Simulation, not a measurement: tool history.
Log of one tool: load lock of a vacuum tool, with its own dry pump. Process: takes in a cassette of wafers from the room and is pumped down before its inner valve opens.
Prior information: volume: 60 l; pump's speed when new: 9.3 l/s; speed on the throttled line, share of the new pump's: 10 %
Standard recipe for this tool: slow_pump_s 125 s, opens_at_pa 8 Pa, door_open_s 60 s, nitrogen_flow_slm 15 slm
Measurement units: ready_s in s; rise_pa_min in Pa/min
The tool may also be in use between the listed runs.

run,hour,slow_pump_s,opens_at_pa,door_open_s,nitrogen_flow_slm,"incoming humidity of the room's air, %",ready_s,rise_pa_min
1,0.0,125,8,60,15,44.5,175.9,0.219
2,147.7,125,8,60,15,46.5,176.2,0.244
3,346.1,125,8,60,15,44.6,177.4,0.249
4,454.8,125,8,60,15,42.6,177.4,0.259
5,649.7,125,8,60,15,44.6,177.5,0.279
6,844.5,125,8,60,15,49.0,177.1,0.296
7,1024.7,125,8,60,15,47.8,177.1,0.308
8,1195.2,125,8,151,15,43.3,177.4,0.341
9,1365.4,125,9,60,15,45.7,176.2,0.326
10,1546.6,125,9,60,15,42.2,177.5,0.362
11,1653.4,125,9,60,15,42.5,176.6,0.350
12,1772.1,72,9,60,15,45.3,128.8,0.369
13,1943.2,125,8,60,15,45.1,177.3,0.383
14,2146.5,125,8,60,15,44.4,177.1,0.420
15,2242.0,125,8,60,15,41.3,177.5,0.399
16,2343.5,89,13,60,15,46.0,142.4,0.424
17,2528.9,125,13,200,15,47.6,173.9,0.476
18,2734.0,125,12,60,15,45.4,175.2,0.467
19,2840.2,125,12,60,15,44.7,174.8,0.466
20,3017.9,125,11,50,15,47.5,175.7,0.484
21,3111.7,125,11,50,15,44.6,175.4,0.491
# hour 3168.1: door's seal changed, seat wiped
22,3315.5,190,11,133,15,44.9,233.2,0.068
23,3462.6,151,6,133,15,42.8,203.0,0.074
24,3573.6,97,14,62,9,44.2,149.2,0.068
25,3709.2,94,7,174,9,42.3,151.8,0.101
26,3803.0,94,7,174,9,46.7,151.8,0.110

Predict each of these 3 candidate next runs independently; none follows another, all start after run 26:
A,3951.8,94,8,174,9,43.4,?,?
B,3951.8,161,7,162,6,42.6,?,?
C,3951.8,94,12,36,9,47.8,?,?

run,ready_s,rise_pa_min
A,150.2,0.107
B,211.4,0.103
C,147.4,0.066
With the hidden condition removed and each run's random variation left untouched, the same runs would have given:
run,ready_s,rise_pa_min
A,146.1,0.088
B,207.7,0.084
C,143.5,0.047
